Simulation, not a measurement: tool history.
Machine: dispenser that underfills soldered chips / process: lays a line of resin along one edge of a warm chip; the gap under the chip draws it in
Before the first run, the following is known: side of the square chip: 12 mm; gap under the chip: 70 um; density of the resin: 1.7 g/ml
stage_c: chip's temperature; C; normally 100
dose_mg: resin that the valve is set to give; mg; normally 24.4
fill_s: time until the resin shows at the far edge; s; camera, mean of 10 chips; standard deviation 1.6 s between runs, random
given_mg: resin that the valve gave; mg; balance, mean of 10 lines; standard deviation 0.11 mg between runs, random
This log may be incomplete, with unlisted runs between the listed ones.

run   hour  stage_c  dose_mg  fill_s  given_mg
  1    0.0      100     24.4   336.7     23.80
       1.0  -- new syringe of resin
  2   13.6      100     24.4   322.3     23.91
      16.6  -- new syringe of resin
  3   25.7      100     24.4   273.8     24.07
      31.2  -- new syringe of resin
  4   36.8      100     29.6   223.2     28.69
      45.9  -- new syringe of resin
  5   50.9      100     22.8   223.8     21.93
  6   59.6      100     22.8   349.0     22.08
      61.1  -- new syringe of resin
  7   68.5       95     27.1   299.1     26.07
      75.9  -- new syringe of resin
  8   85.0       98     24.4   293.4     23.47
      90.8  -- new syringe of resin
  9   99.2       98     24.4   292.3     23.18
     106.3  -- new syringe of resin
 10  111.3       90     26.2   333.8     24.96
     121.4  -- new syringe of resin
     124.8  -- dispensing valve cleaned and set on the balance
 11  128.9       96     28.6   278.1     28.55

Branching from run 11: 5 alternative next runs. What would each branch give?
     137.0  -- new syringe of resin
  A  138.4       93     31.2       ?         ?
     137.0  -- new syringe of resin
  B  138.4      107     23.6       ?         ?
     137.0  -- new syringe of resin
  C  138.4      103     31.2       ?         ?
     137.0  -- new syringe of resin
  D  138.4       96     24.8       ?         ?
     137.0  -- new syringe of resin
  E  138.4       89     24.4       ?         ?

run  fill_s  given_mg
  A   237.0     31.38
  B   145.3     23.64
  C   160.9     31.19
  D   215.7     24.78
  E   285.4     24.53
Stripped of hidden state, with their random variation kept, the same runs would have yielded:
run  fill_s  given_mg
  A   202.8     31.43
  B   125.1     23.68
  C   138.4     31.24
  D   184.9     24.82
  E   243.8     24.57
